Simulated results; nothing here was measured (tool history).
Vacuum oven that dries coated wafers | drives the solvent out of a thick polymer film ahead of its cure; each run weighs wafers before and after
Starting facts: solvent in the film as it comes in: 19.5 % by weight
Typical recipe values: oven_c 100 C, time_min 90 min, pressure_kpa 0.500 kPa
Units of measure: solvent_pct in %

run    hour  oven_c  time_min  pressure_kpa  solvent_pct
  1     0.0     100        90         0.500         1.27
  2    28.9     100        90         0.500         1.27
  3    55.3     100        90         0.500         1.26
  4    86.7     100        90         1.269         1.62
  5   107.9     100       110         0.500         0.82
  6   132.7     100       110         0.500         0.91
  7   152.5     100        90         0.500         1.39
  8   170.9     100        90         0.500         1.39
  9   205.1     100        90         1.361         1.83
 10   230.7     100        90         0.253         1.28
 11   267.5     100        90         0.253         1.27
 12   292.9     100        90         0.500         1.38
 13   314.0      95        90         0.500         2.44
 14   340.6     100        90         0.500         1.41
 15   364.7     100        90         0.500         1.40
 16   398.8     100        90         0.500         1.39
 17   439.3     100        90         0.500         1.40
 18   459.7     100        90         0.500         1.42
 19   501.7     100        90         0.500         1.40
 20   524.1     100        90         0.500         1.41
 21   559.1     100        90         0.500         1.40
 22   592.2      97        71         1.543         3.47
 23   613.1      97        71         1.543         3.49
 24   638.1     106       148         0.500         0.31
 25   669.6     100        49         0.500         3.91
 26   692.0     105        63         0.490         1.56
 27   718.7     100        90         1.026         1.64
 28   741.2     100        90         1.026         1.65
 29   780.7     100        71         1.075         2.46
 30   817.6     114        84         0.500         0.30
 31   860.0     104        71         0.500         1.40
 32   883.2     104        71         1.751         1.93
 33   924.4      92        74         0.281         4.09
 34   952.9     101       119         0.257         0.60
 35   979.9     101       119         0.257         0.61
 36  1013.6     101       119         0.257         0.61
 37  1039.7     101        70         0.950         2.24
 38  1070.9      97        70         1.297         3.38
 39  1094.6      91        85         1.817         4.63
 40  1119.5     100        90         0.408         1.37
 41  1159.2     107        62         0.500         1.28
 42  1187.0     100        90         0.338         1.33

Withheld: 1 entry from between the runs. Position of each, and hidden state at the listed run before versus the listed run after:
Between runs 5 and 6: oven's thermocouples calibrated (hour 118.2)
  true wafer temperature over the reading, C: 0.75 -> -0.05; true pressure over the reading, kPa: 0.109 -> 0.113
  measured less the result without the state, solvent_pct: -0.03 -> +0.06 %

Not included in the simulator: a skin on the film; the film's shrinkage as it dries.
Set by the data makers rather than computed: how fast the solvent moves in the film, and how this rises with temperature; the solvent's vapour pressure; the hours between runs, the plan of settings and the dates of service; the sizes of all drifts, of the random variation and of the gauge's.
